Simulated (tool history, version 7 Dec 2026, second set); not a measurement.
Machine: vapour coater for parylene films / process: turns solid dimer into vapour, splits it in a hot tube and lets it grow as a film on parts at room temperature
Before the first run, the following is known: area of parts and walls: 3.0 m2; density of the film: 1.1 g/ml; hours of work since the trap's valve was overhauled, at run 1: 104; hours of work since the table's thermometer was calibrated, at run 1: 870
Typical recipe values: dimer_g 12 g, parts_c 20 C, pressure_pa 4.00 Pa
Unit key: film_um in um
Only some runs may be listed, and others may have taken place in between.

run,day,dimer_g,parts_c,pressure_pa,hours of work since the trap's valve was overhauled,hours of work since the table's thermometer was calibrated,film_um
1,0.000,12,20,4.00,104,870,2.37
2,1.242,12,20,4.00,124,890,2.36
3,2.279,12,20,4.00,142,908,2.37
4,2.996,12,20,4.00,154,919,2.37
5,4.258,12,20,4.00,174,940,2.33
6,5.258,12,20,4.00,191,957,2.34
7,6.583,12,20,4.00,213,979,2.29
8,8.042,12,20,4.00,237,1003,2.29
9,9.638,12,20,4.00,264,1030,2.26
10,10.896,12,20,4.00,285,1050,2.24
11,12.458,12,20,4.00,310,1076,2.23
12,13.479,12,20,4.00,327,1093,2.24
13,14.629,12,20,4.00,346,1112,2.22
14,15.442,12,20,4.00,360,1126,2.19
15,16.212,12,20,2.50,373,1139,2.40
16,17.546,12,20,2.50,395,1161,2.36
# day 19.283: trap's valve overhauled
17,19.375,12,20,2.50,2,1188,2.29
18,20.958,12,20,4.00,28,1215,2.06
19,22.067,12,20,4.00,46,1233,2.03
20,23.475,12,20,4.00,69,1256,2.01
21,24.933,12,20,4.00,94,1280,1.98
22,25.996,12,20,4.00,111,1298,1.99
23,26.950,12,20,4.00,127,1314,2.03
24,28.392,10,12,4.70,151,1338,1.98
# day 29.050: trap's valve overhauled, once more
25,29.546,10,12,4.70,8,1354,2.45
26,31.225,10,26,4.70,36,1382,1.61
27,32.054,10,26,4.70,50,1396,1.57
28,33.775,12,21,4.52,78,1424,2.28
# day 34.521: table's thermometer calibrated
29,35.192,12,21,4.52,101,11,2.28
30,36.758,10,21,4.51,127,37,1.89
31,37.812,10,21,4.51,145,55,1.89
32,38.883,10,21,4.51,162,72,1.87
33,40.600,10,21,4.51,191,101,1.87
34,41.308,10,21,4.51,203,113,1.81
35,43.038,18,20,4.00,231,141,3.44
36,44.088,12,16,4.00,249,159,2.63
37,45.508,12,16,4.00,272,182,2.63
38,47.092,9,16,5.68,298,208,1.82
39,48.762,12,30,6.60,326,236,1.47
40,49.612,12,24,6.60,340,250,1.82
41,51.125,12,24,6.60,365,275,1.76
42,52.554,12,24,6.60,389,299,1.75
43,53.554,12,24,6.60,406,316,1.76
# day 54.754: trap's valve overhauled
44,55.483,21,15,6.60,12,345,4.52
45,56.654,5,29,4.32,32,364,0.78

Predict each of these 4 candidate next runs independently; none follows another, all start after run 45:
A,57.850,16,18,2.70,51,384,?
B,57.850,5,24,4.32,51,384,?
C,57.850,15,20,4.00,51,384,?
D,57.850,18,23,11.66,51,384,?

run,film_um
A,3.81
B,0.89
C,3.03
D,2.64
Without the tool's unlogged condition, the same runs would have read:
run,film_um
A,3.94
B,0.92
C,3.13
D,2.72
